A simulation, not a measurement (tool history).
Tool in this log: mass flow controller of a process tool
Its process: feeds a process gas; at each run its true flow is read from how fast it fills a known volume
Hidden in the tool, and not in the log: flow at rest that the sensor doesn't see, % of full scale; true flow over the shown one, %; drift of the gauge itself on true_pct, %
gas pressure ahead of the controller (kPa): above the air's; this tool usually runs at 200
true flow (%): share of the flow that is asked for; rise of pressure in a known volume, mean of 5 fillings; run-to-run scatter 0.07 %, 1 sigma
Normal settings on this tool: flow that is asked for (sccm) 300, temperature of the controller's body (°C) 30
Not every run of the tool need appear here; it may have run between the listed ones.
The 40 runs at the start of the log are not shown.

run	hour	flow that is asked for (sccm)	gas pressure ahead of the controller (kPa)	temperature of the controller's body (°C)	hours of work since the controller was set to zero	hours of work since the controller was changed	true flow (%)
41	5772.9	300	228	30	361	5884	97.46
42	5909.5	300	228	30	468	5991	97.36
43	6066	216	235	26	591	6114	97.55
44	6228.9	606	275	30	719	6243	97.9
45	6364.5	606	275	30	826	6349	97.96
46	6561.6	606	275	30	981	6504	97.9
47	6651.2	606	275	30	1051	6575	97.9
48	6803.9	100	150	23	1171	6695	97.95
49	6956.6	100	150	23	1292	6815	97.87

Here are 3 independent what-if runs from the current tool condition. What would each one return?
A	7056.9	100	272	23	1370	6894	?
B	7056.9	912	150	36	1370	6894	?
C	7056.9	300	235	30	1370	6894	?

run	true flow (%)
A	97.17
B	98.81
C	97.19
What these runs would have given with no unlogged condition in the tool:
run	true flow (%)
A	97.16
B	98.8
C	97.19

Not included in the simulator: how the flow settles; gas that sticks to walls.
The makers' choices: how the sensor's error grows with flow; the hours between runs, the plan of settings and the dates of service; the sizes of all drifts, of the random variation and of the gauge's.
